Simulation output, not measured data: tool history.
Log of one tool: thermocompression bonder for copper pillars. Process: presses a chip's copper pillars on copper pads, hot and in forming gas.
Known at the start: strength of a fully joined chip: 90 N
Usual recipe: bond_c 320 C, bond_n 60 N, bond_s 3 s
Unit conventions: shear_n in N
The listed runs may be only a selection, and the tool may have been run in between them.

{"run": 1, "hour": 0.0, "bond_c": 320, "bond_n": 60, "bond_s": 3, "shear_n": 61.0}
{"run": 2, "hour": 8.4, "bond_c": 320, "bond_n": 60, "bond_s": 3, "shear_n": 60.7}
{"run": 3, "hour": 18.0, "bond_c": 320, "bond_n": 60, "bond_s": 9, "shear_n": 76.2}
{"run": 4, "hour": 32.8, "bond_c": 320, "bond_n": 60, "bond_s": 9, "shear_n": 76.6}
{"run": 5, "hour": 45.8, "bond_c": 320, "bond_n": 60, "bond_s": 9, "shear_n": 75.0}
{"run": 6, "hour": 52.2, "bond_c": 320, "bond_n": 60, "bond_s": 9, "shear_n": 76.5}
{"run": 7, "hour": 61.0, "bond_c": 320, "bond_n": 83, "bond_s": 9, "shear_n": 84.4}
{"run": 8, "hour": 73.4, "bond_c": 320, "bond_n": 83, "bond_s": 9, "shear_n": 81.9}
{"run": 9, "hour": 84.0, "bond_c": 320, "bond_n": 60, "bond_s": 3, "shear_n": 60.3}
{"run": 10, "hour": 95.4, "bond_c": 317, "bond_n": 60, "bond_s": 3, "shear_n": 59.2}
{"run": 11, "hour": 101.8, "bond_c": 317, "bond_n": 60, "bond_s": 3, "shear_n": 58.7}
{"run": 12, "hour": 109.4, "bond_c": 317, "bond_n": 60, "bond_s": 3, "shear_n": 59.1}
{"run": 13, "hour": 123.7, "bond_c": 317, "bond_n": 60, "bond_s": 3, "shear_n": 59.3}
{"run": 14, "hour": 139.5, "bond_c": 317, "bond_n": 60, "bond_s": 3, "shear_n": 59.6}
{"run": 15, "hour": 147.6, "bond_c": 349, "bond_n": 60, "bond_s": 3, "shear_n": 71.6}
{"run": 16, "hour": 159.6, "bond_c": 320, "bond_n": 66, "bond_s": 3, "shear_n": 64.6}
{"run": 17, "hour": 171.9, "bond_c": 320, "bond_n": 60, "bond_s": 3, "shear_n": 61.8}
{"run": 18, "hour": 187.8, "bond_c": 320, "bond_n": 44, "bond_s": 3, "shear_n": 47.5}
{"run": 19, "hour": 195.1, "bond_c": 320, "bond_n": 44, "bond_s": 3, "shear_n": 49.2}
{"run": 20, "hour": 205.9, "bond_c": 320, "bond_n": 44, "bond_s": 3, "shear_n": 47.7}
{"run": 21, "hour": 215.1, "bond_c": 320, "bond_n": 44, "bond_s": 3, "shear_n": 49.2}
{"run": 22, "hour": 224.6, "bond_c": 318, "bond_n": 61, "bond_s": 4, "shear_n": 64.5}
{"run": 23, "hour": 234.6, "bond_c": 318, "bond_n": 61, "bond_s": 4, "shear_n": 65.0}
{"run": 24, "hour": 246.9, "bond_c": 307, "bond_n": 38, "bond_s": 4, "shear_n": 39.8}
{"hour": 250.3, "done": "forming gas filter changed"}
{"run": 25, "hour": 262.0, "bond_c": 307, "bond_n": 38, "bond_s": 4, "shear_n": 42.4}
{"run": 26, "hour": 274.0, "bond_c": 320, "bond_n": 69, "bond_s": 8, "shear_n": 79.6}
{"run": 27, "hour": 288.1, "bond_c": 320, "bond_n": 59, "bond_s": 3, "shear_n": 63.5}
{"run": 28, "hour": 296.7, "bond_c": 320, "bond_n": 46, "bond_s": 3, "shear_n": 51.9}
{"run": 29, "hour": 312.6, "bond_c": 320, "bond_n": 74, "bond_s": 8, "shear_n": 82.0}
{"run": 30, "hour": 324.9, "bond_c": 327, "bond_n": 62, "bond_s": 4, "shear_n": 72.2}
{"run": 31, "hour": 339.9, "bond_c": 327, "bond_n": 62, "bond_s": 4, "shear_n": 71.7}
{"run": 32, "hour": 354.6, "bond_c": 342, "bond_n": 60, "bond_s": 3, "shear_n": 72.5}
{"run": 33, "hour": 363.8, "bond_c": 298, "bond_n": 87, "bond_s": 2, "shear_n": 61.1}
{"run": 34, "hour": 371.0, "bond_c": 310, "bond_n": 45, "bond_s": 2, "shear_n": 40.4}
{"run": 35, "hour": 377.8, "bond_c": 346, "bond_n": 51, "bond_s": 3, "shear_n": 68.3}
{"run": 36, "hour": 386.0, "bond_c": 346, "bond_n": 51, "bond_s": 3, "shear_n": 68.1}
{"run": 37, "hour": 399.6, "bond_c": 344, "bond_n": 40, "bond_s": 3, "shear_n": 57.4}
{"run": 38, "hour": 415.0, "bond_c": 322, "bond_n": 54, "bond_s": 9, "shear_n": 75.6}
{"run": 39, "hour": 421.7, "bond_c": 298, "bond_n": 86, "bond_s": 3, "shear_n": 69.1}
{"run": 40, "hour": 430.4, "bond_c": 298, "bond_n": 63, "bond_s": 3, "shear_n": 54.2}

The same runs without the tool's hidden state, with the same run-to-run variation:
Hidden state at play: true temperature of the bond over the reading, C; force that reaches the chip, % of what is set; oxide that the forming gas leaves, % of the face; drift of the gauge itself on shear_n, %.
run=1 shear_n=60.0
run=2 shear_n=59.7
run=3 shear_n=75.8
run=4 shear_n=76.2
run=5 shear_n=74.7
run=6 shear_n=76.2
run=7 shear_n=85.0
run=8 shear_n=82.5
run=9 shear_n=59.4
run=10 shear_n=58.2
run=11 shear_n=57.7
run=12 shear_n=58.1
run=13 shear_n=58.3
run=14 shear_n=58.6
run=15 shear_n=71.6
run=16 shear_n=63.9
run=17 shear_n=60.9
run=18 shear_n=46.2
run=19 shear_n=47.9
run=20 shear_n=46.4
run=21 shear_n=47.9
run=22 shear_n=64.0
run=23 shear_n=64.5
run=24 shear_n=38.3
run=25 shear_n=39.1
run=26 shear_n=77.7
run=27 shear_n=60.0
run=28 shear_n=48.4
run=29 shear_n=80.6
run=30 shear_n=69.4
run=31 shear_n=69.0
run=32 shear_n=70.1
run=33 shear_n=57.4
run=34 shear_n=37.1
run=35 shear_n=65.6
run=36 shear_n=65.4
run=37 shear_n=54.1
run=38 shear_n=73.7
run=39 shear_n=65.9
run=40 shear_n=50.3
